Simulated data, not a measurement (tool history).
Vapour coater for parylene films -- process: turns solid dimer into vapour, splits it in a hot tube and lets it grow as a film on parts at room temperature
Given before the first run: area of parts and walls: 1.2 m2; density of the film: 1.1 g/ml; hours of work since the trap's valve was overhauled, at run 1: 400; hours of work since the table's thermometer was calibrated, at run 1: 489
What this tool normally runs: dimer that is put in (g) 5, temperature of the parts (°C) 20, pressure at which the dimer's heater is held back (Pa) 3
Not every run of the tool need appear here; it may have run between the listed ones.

| run | hour | dimer that is put in (g) | temperature of the parts (°C) | pressure at which the dimer's heater is held back (Pa) | hours of work since the trap's valve was overhauled | hours of work since the table's thermometer was calibrated | thickness of the film (µm) |
|---|---|---|---|---|---|---|---|
| 1 | 0 | 5 | 20 | 3 | 400 | 489 | 2.227 |
| 2 | 9.9 | 5 | 20 | 3 | 405 | 494 | 2.216 |
| 3 | 33.6 | 5 | 20 | 3 | 418 | 507 | 2.218 |
| 4 | 46.8 | 5 | 20 | 3 | 425 | 513 | 2.21 |
| 5 | 60.9 | 5 | 20 | 3 | 432 | 521 | 2.209 |
| 6 | 76 | 5 | 20 | 3 | 440 | 528 | 2.215 |
| 7 | 95.8 | 7 | 18 | 3 | 450 | 539 | 3.394 |
| 8 | 112.8 | 7 | 18 | 3 | 459 | 547 | 3.378 |
| 9 | 136.7 | 6 | 20 | 9.87 | 471 | 560 | 2.354 |
| 10 | 156.5 | 5 | 16 | 8.36 | 481 | 570 | 2.375 |
| 11 | 166.6 | 5 | 15 | 6.39 | 486 | 575 | 2.555 |
|  | 180.3 | trap's valve overhauled |
| 12 | 193.6 | 4 | 19 | 6.39 | 7 | 587 | 1.79 |

Describe how what the log doesn't record of the tool's condition differs between the last listed run preceding each entry between runs and the first listed run following it.
After run 11, before run 12: trap's valve overhauled (hour 180.3)
  vapour lost through the trap's worn valve, %: 5.2 -> 0.9; true temperature of the parts over the reading, C: -0.7 -> -0.71
  what was measured, less what the result would be without the hidden state, thickness of the film (µm): -0.059 -> +0.04
